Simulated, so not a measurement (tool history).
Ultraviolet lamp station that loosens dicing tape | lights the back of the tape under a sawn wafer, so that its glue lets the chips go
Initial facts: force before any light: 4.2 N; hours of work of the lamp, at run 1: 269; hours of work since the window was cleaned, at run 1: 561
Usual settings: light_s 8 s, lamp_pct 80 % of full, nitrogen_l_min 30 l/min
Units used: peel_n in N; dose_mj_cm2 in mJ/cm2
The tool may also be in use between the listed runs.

run	hour	light_s	lamp_pct	nitrogen_l_min	hours of work of the lamp	hours of work since the window was cleaned	peel_n	dose_mj_cm2
1	0	8	80	30	269	561	0.303	279
# hour 21.7: window cleaned of glue's vapour
2	77.2	8	75	30	320	37	0.302	272
3	115	8	80	30	345	63	0.288	287
4	159.6	8	96	30	375	92	0.255	343
5	201.5	8	80	30	403	121	0.297	284
6	274.7	4	80	30	452	170	0.815	138
7	343.1	8	80	30	498	215	0.305	265
8	397.4	8	80	30	535	252	0.305	273
9	456.5	8	80	35	574	291	0.305	256
10	517.7	8	91	30	615	332	0.294	294
11	577.1	8	80	30	655	372	0.363	250
12	632.9	8	95	11	692	410	0.403	292
13	694.6	9	71	27	734	451	0.369	238
14	726.8	9	71	27	755	473	0.36	237
15	792.4	12	86	16	799	516	0.254	371
16	844.2	8	65	24	834	551	0.565	185
# hour 877.9: window cleaned of glue's vapour
17	877.9	8	65	24	856	0	0.537	195
18	914.2	4	90	30	881	24	0.838	138
# hour 952.5: lamp changed
19	977.5	16	90	41	17	66	0.209	709
20	1052.8	13	100	30	67	117	0.221	628
21	1110.7	9	78	33	106	155	0.254	339

Below are 5 alternative next runs, each starting from the tool's condition after run 21. Predict each:
A	1155.1	6	81	28	136	185	?	?
B	1155.1	8	68	30	136	185	?	?
C	1155.1	9	78	20	136	185	?	?
D	1155.1	7	61	15	136	185	?	?
E	1155.1	8	72	30	136	185	?	?

run	peel_n	dose_mj_cm2
A	0.396	225
B	0.328	253
C	0.271	332
D	0.616	204
E	0.309	272
With the hidden condition removed and each run's random variation left untouched, the same runs would have given:
run	peel_n	dose_mj_cm2
A	0.363	241
B	0.304	271
C	0.256	355
D	0.557	218
E	0.289	290

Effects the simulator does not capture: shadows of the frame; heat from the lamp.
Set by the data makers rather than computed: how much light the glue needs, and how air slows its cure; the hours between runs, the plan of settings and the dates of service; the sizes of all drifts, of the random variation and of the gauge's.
